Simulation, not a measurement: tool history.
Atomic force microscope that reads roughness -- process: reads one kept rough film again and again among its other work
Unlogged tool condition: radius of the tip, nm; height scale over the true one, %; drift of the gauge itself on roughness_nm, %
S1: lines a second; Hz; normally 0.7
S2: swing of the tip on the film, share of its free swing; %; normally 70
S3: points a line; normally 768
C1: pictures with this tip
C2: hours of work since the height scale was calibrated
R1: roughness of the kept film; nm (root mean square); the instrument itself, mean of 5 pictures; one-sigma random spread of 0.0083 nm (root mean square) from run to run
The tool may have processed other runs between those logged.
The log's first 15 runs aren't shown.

run 16 hour=636.6 | S1=0.7 S2=70 S3=768 | C1=234 C2=2046 | R1=1.68
-- hour=666.8 new tip fitted
run 17 hour=672 | S1=0.7 S2=70 S3=768 | C1=13 C2=2074 | R1=1.758
run 18 hour=701.3 | S1=0.7 S2=70 S3=768 | C1=87 C2=2097 | R1=1.74
run 19 hour=742.4 | S1=0.7 S2=70 S3=768 | C1=190 C2=2130 | R1=1.713
-- hour=788.7 new tip fitted
run 20 hour=805.2 | S1=1.083 S2=62 S3=333 | C1=42 C2=2179 | R1=1.755
run 21 hour=856 | S1=1.083 S2=62 S3=333 | C1=169 C2=2219 | R1=1.713
-- hour=914.8 new tip fitted
run 22 hour=917.4 | S1=1.083 S2=62 S3=333 | C1=7 C2=2268 | R1=1.752
run 23 hour=957.2 | S1=0.7 S2=68 S3=275 | C1=107 C2=2299 | R1=1.718
run 24 hour=983.1 | S1=0.7 S2=68 S3=640 | C1=172 C2=2320 | R1=1.714
run 25 hour=1024.5 | S1=3.027 S2=64 S3=300 | C1=275 C2=2353 | R1=1.601
-- hour=1039 new tip fitted
run 26 hour=1052.3 | S1=3.027 S2=64 S3=300 | C1=34 C2=2374 | R1=1.669
run 27 hour=1115.6 | S1=3.027 S2=64 S3=300 | C1=192 C2=2425 | R1=1.618
-- hour=1152.3 height scale calibrated on a step standard
run 28 hour=1156.8 | S1=1.444 S2=73 S3=659 | C1=293 C2=4 | R1=1.664
-- hour=1161.4 new tip fitted
run 29 hour=1186.5 | S1=1.959 S2=73 S3=659 | C1=63 C2=27 | R1=1.709
run 30 hour=1236 | S1=0.766 S2=82 S3=261 | C1=187 C2=66 | R1=1.696
run 31 hour=1264 | S1=0.766 S2=82 S3=261 | C1=257 C2=88 | R1=1.666
-- hour=1284.7 new tip fitted
run 32 hour=1303.8 | S1=0.685 S2=55 S3=261 | C1=47 C2=119 | R1=1.792
run 33 hour=1350 | S1=0.685 S2=55 S3=261 | C1=163 C2=156 | R1=1.783
run 34 hour=1390.3 | S1=0.685 S2=71 S3=261 | C1=264 C2=188 | R1=1.715

3 ways to go on from here, each from the tool as it stands after run 34. What would each give?
-- hour=1409.4 new tip fitted
run A hour=1425.2 | S1=0.7 S2=70 S3=337 | C1=39 C2=215 | R1=?
-- hour=1409.4 new tip fitted
run B hour=1425.2 | S1=0.779 S2=62 S3=343 | C1=39 C2=215 | R1=?
-- hour=1409.4 new tip fitted
run C hour=1425.2 | S1=1.732 S2=70 S3=768 | C1=39 C2=215 | R1=?

run=A R1=1.776
run=B R1=1.796
run=C R1=1.736
With the hidden condition removed and each run's random variation left untouched, the same runs would have given:
run=A R1=1.798
run=B R1=1.818
run=C R1=1.757
